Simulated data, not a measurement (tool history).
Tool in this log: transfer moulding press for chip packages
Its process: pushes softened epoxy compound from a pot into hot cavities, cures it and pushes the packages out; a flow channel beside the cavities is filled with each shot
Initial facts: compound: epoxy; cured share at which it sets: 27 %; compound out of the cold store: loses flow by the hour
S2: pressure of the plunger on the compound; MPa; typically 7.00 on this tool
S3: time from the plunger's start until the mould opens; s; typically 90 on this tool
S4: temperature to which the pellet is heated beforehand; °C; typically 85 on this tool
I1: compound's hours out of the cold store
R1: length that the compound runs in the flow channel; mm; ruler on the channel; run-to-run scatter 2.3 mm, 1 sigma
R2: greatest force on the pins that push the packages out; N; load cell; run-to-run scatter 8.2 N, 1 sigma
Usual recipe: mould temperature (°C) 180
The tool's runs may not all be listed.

{"run": 1, "hour": 0.0, "mould temperature (°C)": 180, "S2": 7.0, "S3": 90, "S4": 85, "I1": 28.9, "R1": 475, "R2": 526}
{"run": 2, "hour": 13.0, "mould temperature (°C)": 180, "S2": 7.43, "S3": 90, "S4": 85, "I1": 16.1, "R1": 525, "R2": 547}
{"run": 3, "hour": 26.2, "mould temperature (°C)": 180, "S2": 7.43, "S3": 90, "S4": 85, "I1": 44.3, "R1": 447, "R2": 560}
{"run": 4, "hour": 35.1, "mould temperature (°C)": 180, "S2": 7.43, "S3": 90, "S4": 88, "I1": 31.4, "R1": 472, "R2": 568}
{"run": 5, "hour": 49.2, "mould temperature (°C)": 180, "S2": 7.21, "S3": 90, "S4": 85, "I1": 12.6, "R1": 523, "R2": 602}
{"hour": 53.2, "done": "cavities cleaned with cleaning compound and waxed"}
{"run": 6, "hour": 71.3, "mould temperature (°C)": 180, "S2": 7.0, "S3": 90, "S4": 85, "I1": 34.3, "R1": 452, "R2": 457}
{"run": 7, "hour": 86.4, "mould temperature (°C)": 180, "S2": 7.0, "S3": 90, "S4": 85, "I1": 39.2, "R1": 437, "R2": 470}
{"run": 8, "hour": 105.2, "mould temperature (°C)": 180, "S2": 7.0, "S3": 90, "S4": 85, "I1": 12.3, "R1": 512, "R2": 522}
{"run": 9, "hour": 116.4, "mould temperature (°C)": 180, "S2": 7.0, "S3": 90, "S4": 85, "I1": 18.7, "R1": 489, "R2": 558}
{"run": 10, "hour": 130.5, "mould temperature (°C)": 180, "S2": 7.0, "S3": 90, "S4": 85, "I1": 40.0, "R1": 426, "R2": 565}
{"run": 11, "hour": 141.5, "mould temperature (°C)": 180, "S2": 7.0, "S3": 90, "S4": 85, "I1": 33.1, "R1": 443, "R2": 553}
{"hour": 153.3, "done": "cavities cleaned with cleaning compound and waxed"}
{"run": 12, "hour": 161.8, "mould temperature (°C)": 180, "S2": 6.36, "S3": 90, "S4": 85, "I1": 29.4, "R1": 430, "R2": 405}
{"run": 13, "hour": 175.7, "mould temperature (°C)": 180, "S2": 7.0, "S3": 90, "S4": 85, "I1": 20.2, "R1": 477, "R2": 454}
{"run": 14, "hour": 193.5, "mould temperature (°C)": 180, "S2": 7.0, "S3": 76, "S4": 85, "I1": 31.6, "R1": 441, "R2": 649}
{"hour": 203.5, "done": "plunger's sealing rings changed"}
{"run": 15, "hour": 210.2, "mould temperature (°C)": 174, "S2": 7.0, "S3": 85, "S4": 78, "I1": 45.0, "R1": 458, "R2": 775}
{"run": 16, "hour": 220.3, "mould temperature (°C)": 180, "S2": 6.51, "S3": 90, "S4": 94, "I1": 21.1, "R1": 490, "R2": 555}
{"run": 17, "hour": 234.9, "mould temperature (°C)": 180, "S2": 6.51, "S3": 90, "S4": 94, "I1": 33.6, "R1": 457, "R2": 584}
{"run": 18, "hour": 246.8, "mould temperature (°C)": 180, "S2": 6.51, "S3": 90, "S4": 76, "I1": 47.5, "R1": 420, "R2": 590}
{"hour": 255.2, "done": "cavities cleaned with cleaning compound and waxed"}
{"run": 19, "hour": 266.2, "mould temperature (°C)": 173, "S2": 6.2, "S3": 129, "S4": 81, "I1": 8.5, "R1": 533, "R2": 371}
{"run": 20, "hour": 279.4, "mould temperature (°C)": 180, "S2": 5.87, "S3": 84, "S4": 92, "I1": 43.6, "R1": 405, "R2": 492}
{"run": 21, "hour": 295.3, "mould temperature (°C)": 180, "S2": 7.87, "S3": 90, "S4": 85, "I1": 42.1, "R1": 473, "R2": 502}
{"run": 22, "hour": 308.9, "mould temperature (°C)": 180, "S2": 7.87, "S3": 127, "S4": 76, "I1": 18.9, "R1": 539, "R2": 454}
{"run": 23, "hour": 318.4, "mould temperature (°C)": 174, "S2": 8.53, "S3": 99, "S4": 80, "I1": 38.4, "R1": 517, "R2": 617}
{"run": 24, "hour": 336.0, "mould temperature (°C)": 173, "S2": 7.0, "S3": 121, "S4": 87, "I1": 17.9, "R1": 529, "R2": 543}
{"hour": 355.5, "done": "cavities cleaned with cleaning compound and waxed"}
{"run": 25, "hour": 355.5, "mould temperature (°C)": 173, "S2": 7.0, "S3": 121, "S4": 87, "I1": 27.4, "R1": 488, "R2": 368}
{"run": 26, "hour": 376.6, "mould temperature (°C)": 178, "S2": 8.11, "S3": 113, "S4": 84, "I1": 16.4, "R1": 548, "R2": 398}
{"run": 27, "hour": 385.3, "mould temperature (°C)": 180, "S2": 6.7, "S3": 124, "S4": 77, "I1": 33.8, "R1": 449, "R2": 414}
{"run": 28, "hour": 402.7, "mould temperature (°C)": 180, "S2": 6.7, "S3": 124, "S4": 77, "I1": 38.3, "R1": 433, "R2": 436}

How would selected steps in R1 from run to run divide? Give the signed amount a tool lacking its hidden state would still show from settings, what came in and random variation, and the signed amount left for the hidden state, including any gauge scatter that is not in both of the compared results.
Unlogged tool condition in this case: true mould temperature over the reading, C; pressure that reaches the compound, % of what is set; grip of the stained cavities, % over clean ones'; drift of the gauge itself on flow_mm, %; drift of the gauge itself on push_out_n, %.
Run 7 -> 8: settings left as they were, no log entry in between. R1 +75 mm: hidden state -8, all else +83.
Run 14 -> 15: mould temperature (°C) 180 -> 174, S3 76 -> 85, S4 85 -> 78, plunger's sealing rings changed. R1 +17 mm: hidden state +40, all else -23.
Run 18 -> 19: mould temperature (°C) 180 -> 173, S2 6.51 -> 6.20, S3 90 -> 129, S4 76 -> 81, cavities cleaned with cleaning compound and waxed. R1 +113 mm: hidden state -4, all else +117.
Run 19 -> 20: mould temperature (°C) 173 -> 180, S2 6.20 -> 5.87, S3 129 -> 84, S4 81 -> 92. R1 -128 mm: hidden state +1, all else -129.
